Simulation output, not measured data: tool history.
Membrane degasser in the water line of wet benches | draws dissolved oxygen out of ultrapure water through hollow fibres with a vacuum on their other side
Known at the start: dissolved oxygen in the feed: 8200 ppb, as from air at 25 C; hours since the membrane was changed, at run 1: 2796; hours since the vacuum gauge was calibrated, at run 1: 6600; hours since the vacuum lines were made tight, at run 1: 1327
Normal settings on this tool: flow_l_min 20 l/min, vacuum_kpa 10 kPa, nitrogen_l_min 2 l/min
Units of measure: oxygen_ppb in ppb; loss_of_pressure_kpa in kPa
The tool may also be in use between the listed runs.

run,day,flow_l_min,vacuum_kpa,nitrogen_l_min,hours since the membrane was changed,hours since the vacuum gauge was calibrated,hours since the vacuum lines were made tight,oxygen_ppb,loss_of_pressure_kpa
1,0,20,10,2,2796,6600,1327,463.7,35.82
2,8.104,12,10,2,2991,6795,1522,231.8,21.86
3,12.85,12,10,2,3105,6909,1636,233,21.39
4,20.229,12,10,5.71,3282,7086,1813,167.4,21.57
5,23.633,12,10,5.71,3363,7167,1894,169,21.4
6,29.892,16,10,2,3513,7318,2044,350.9,28.81
# day 34.104: vacuum gauge calibrated
7,38.217,16,10,2,3713,99,2244,346.2,29.02
8,44.517,16,10,2,3864,250,2395,352.6,28.99
9,51.825,19,14.2,2.03,4039,425,2570,527.9,34.04
10,55.354,16,6.5,5.24,4124,510,2655,250.3,28.79
11,59.225,16,6.5,1.25,4217,603,2748,319.7,29.15
12,63.462,16,10,3.41,4319,705,2850,299.1,28.99
13,69.188,13,23.2,1.99,4456,842,2987,470.6,23.5
14,73.867,14,9.4,2.43,4568,954,3099,268.8,25.39
15,80.492,13,10,2,4727,1113,3258,261.1,23.78
16,87.388,14,10,1.11,4893,1279,3424,375.3,25.62

Each row is a separate what-if for the run after 16, all from the same tool condition, not one after another. Results?
A,93.121,29,10,1.11,5030,1416,3561,?,?
B,93.121,20,7.3,3.73,5030,1416,3561,?,?
C,93.121,22,11.9,2.32,5030,1416,3561,?,?

run,oxygen_ppb,loss_of_pressure_kpa
A,874.5,52.66
B,378.2,36.49
C,551.6,39.93
Stripped of hidden state, with their random variation kept, the same runs would have yielded:
run,oxygen_ppb,loss_of_pressure_kpa
A,834.2,51.3
B,349.9,35.55
C,519.8,38.9
